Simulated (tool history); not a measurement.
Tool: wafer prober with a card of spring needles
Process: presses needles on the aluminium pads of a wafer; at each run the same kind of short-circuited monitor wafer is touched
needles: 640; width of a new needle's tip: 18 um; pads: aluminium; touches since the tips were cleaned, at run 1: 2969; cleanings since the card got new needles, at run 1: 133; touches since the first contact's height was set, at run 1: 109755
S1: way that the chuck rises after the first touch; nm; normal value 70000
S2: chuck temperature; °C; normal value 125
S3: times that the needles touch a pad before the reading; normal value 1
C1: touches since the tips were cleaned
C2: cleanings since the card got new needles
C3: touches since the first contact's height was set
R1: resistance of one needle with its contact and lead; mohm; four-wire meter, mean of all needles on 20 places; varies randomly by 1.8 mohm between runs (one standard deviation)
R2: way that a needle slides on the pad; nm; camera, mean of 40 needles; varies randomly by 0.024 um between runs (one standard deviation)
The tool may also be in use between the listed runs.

run   hour     S1   S2  S3    C1   C2      C3   R1     R2
  1    0.0  70000  125   1  2969  133  109755  430  15400
       8.2  -- tips cleaned on abrasive film
      13.1  -- height of the first contact set anew
      21.4  -- tips cleaned on abrasive film
  2   21.4  52000  125   1     0  135    4088  240  11670
      35.9  -- tips cleaned on abrasive film
      50.0  -- tips cleaned on abrasive film
  3   60.6  52000  125   1  5321  137   23570  725  11600
      63.7  -- tips cleaned on abrasive film
      76.8  -- tips cleaned on abrasive film
      90.2  -- tips cleaned on abrasive film
  4   91.5  90000  125   1   680  140   38835  267  20080
     104.1  -- tips cleaned on abrasive film
     118.4  -- tips cleaned on abrasive film
     132.4  -- tips cleaned on abrasive film
  5  141.7  90000  125   1  4643  143   63704  374  20070
     144.7  -- tips cleaned on abrasive film
     158.9  -- tips cleaned on abrasive film
     173.2  -- tips cleaned on abrasive film
     187.0  -- tips cleaned on abrasive film
  6  187.0  90000   41   1     0  147   86102  186  19950
     201.7  -- tips cleaned on abrasive film
     213.6  -- tips cleaned on abrasive film
  7  213.6  70000  125   1     0  149   99297  223  15380
     226.7  -- tips cleaned on abrasive film
     240.9  -- tips cleaned on abrasive film
  8  241.8  70000  116   1   467  151  113259  268  15350
     248.0  -- height of the first contact set anew
     253.9  -- tips cleaned on abrasive film
     268.7  -- tips cleaned on abrasive film
  9  272.1  70000  116   1  1715  153   11947  377  15710
     283.1  -- tips cleaned on abrasive film
     294.9  -- tips cleaned on abrasive film
 10  305.1  70000   95   1  5065  155   28300  511  15710
     308.1  -- tips cleaned on abrasive film
     322.4  -- tips cleaned on abrasive film
     337.1  -- tips cleaned on abrasive film
 11  338.1  70000  125   1   470  158   44596  282  15680
     349.3  -- tips cleaned on abrasive film
     362.2  -- tips cleaned on abrasive film
 12  367.6  70000  125   1  2673  160   59240  453  15550
     376.1  -- tips cleaned on abrasive film
     390.1  -- tips cleaned on abrasive film
 13  400.2  71000  125   1  5005  162   75381  489  15810
     403.2  -- tips cleaned on abrasive film
     417.3  -- tips cleaned on abrasive film
     430.6  -- tips cleaned on abrasive film
 14  431.5  71000  125   1   433  165   90872  292  15670
     442.6  -- tips cleaned on abrasive film
     457.0  -- tips cleaned on abrasive film
     470.1  -- tips cleaned on abrasive film
 15  477.6  90000  125   3  3720  168  113697  258  19850
     482.8  -- tips cleaned on abrasive film
     483.1  -- height of the first contact set anew
     496.6  -- tips cleaned on abrasive film
     509.3  -- tips cleaned on abrasive film
 16  515.6  51000  125   1  3107  171   16081  711  11480
     523.6  -- tips cleaned on abrasive film
     537.7  -- tips cleaned on abrasive film
 17  543.4  71000   98   2  2813  173   29860  357  15880
     552.0  -- tips cleaned on abrasive film
     566.4  -- tips cleaned on abrasive film
 18  567.0  71000   98   2   287  175   41540  229  15860
     578.7  -- tips cleaned on abrasive film
     590.5  -- tips cleaned on abrasive film
 19  592.4  71000   98   2   960  177   54132  287  15770
     604.2  -- tips cleaned on abrasive film
     617.4  -- tips cleaned on abrasive film
 20  618.8  70000   78   2   679  179   67175  257  15480
     630.0  -- tips cleaned on abrasive film
 21  640.5  70000   78   2  5192  180   77947  410  15480
     643.5  -- tips cleaned on abrasive film
     657.1  -- tips cleaned on abrasive film
 22  667.7  65000   94   3  5302  182   91440  343  14290
     669.9  -- tips cleaned on abrasive film
     683.0  -- tips cleaned on abrasive film
 23  691.9  56000   89   2  4432  184  103429  508  12270
     697.0  -- tips cleaned on abrasive film
     711.7  -- tips cleaned on abrasive film
     719.9  -- height of the first contact set anew
     725.9  -- tips cleaned on abrasive film
     739.7  -- tips cleaned on abrasive film
 24  740.5  56000   89   2   405  188   10158  266  12530
     751.6  -- tips cleaned on abrasive film
 25  761.9  70000  125   2  5129  189   20771  400  15670
     764.9  -- tips cleaned on abrasive film
     778.5  -- tips cleaned on abrasive film
     793.0  -- tips cleaned on abrasive film
 26  795.6  70000   67   1  1331  192   37471  420  15620
     806.6  -- tips cleaned on abrasive film
     820.9  -- tips cleaned on abrasive film
     835.5  -- tips cleaned on abrasive film
 27  836.6  52000   52   1   574  195   57757  389  11470
     847.9  -- tips cleaned on abrasive film
     861.1  -- tips cleaned on abrasive film
     875.1  -- tips cleaned on abrasive film
 28  875.4  70000   49   1   116  198   76948  224  15460

Branching from run 28: 3 alternative next runs. What would each branch give?
     889.9  -- tips cleaned on abrasive film
     904.4  -- tips cleaned on abrasive film
     917.9  -- tips cleaned on abrasive film
  A  924.6  70000  125   1  3324  201  101340   ?   ?
     889.9  -- tips cleaned on abrasive film
     904.4  -- tips cleaned on abrasive film
     917.9  -- tips cleaned on abrasive film
  B  924.6  63000   53   2  3324  201  101340   ?   ?
     889.9  -- tips cleaned on abrasive film
     904.4  -- tips cleaned on abrasive film
     917.9  -- tips cleaned on abrasive film
  C  924.6  52000   29   2  3324  201  101340   ?   ?

run   R1     R2
  A  524  15380
  B  457  13810
  C  598  11330
Stripped of hidden state, with their random variation kept, the same runs would have yielded:
run   R1     R2
  A  186  15760
  B  174  14190
  C  173  11710

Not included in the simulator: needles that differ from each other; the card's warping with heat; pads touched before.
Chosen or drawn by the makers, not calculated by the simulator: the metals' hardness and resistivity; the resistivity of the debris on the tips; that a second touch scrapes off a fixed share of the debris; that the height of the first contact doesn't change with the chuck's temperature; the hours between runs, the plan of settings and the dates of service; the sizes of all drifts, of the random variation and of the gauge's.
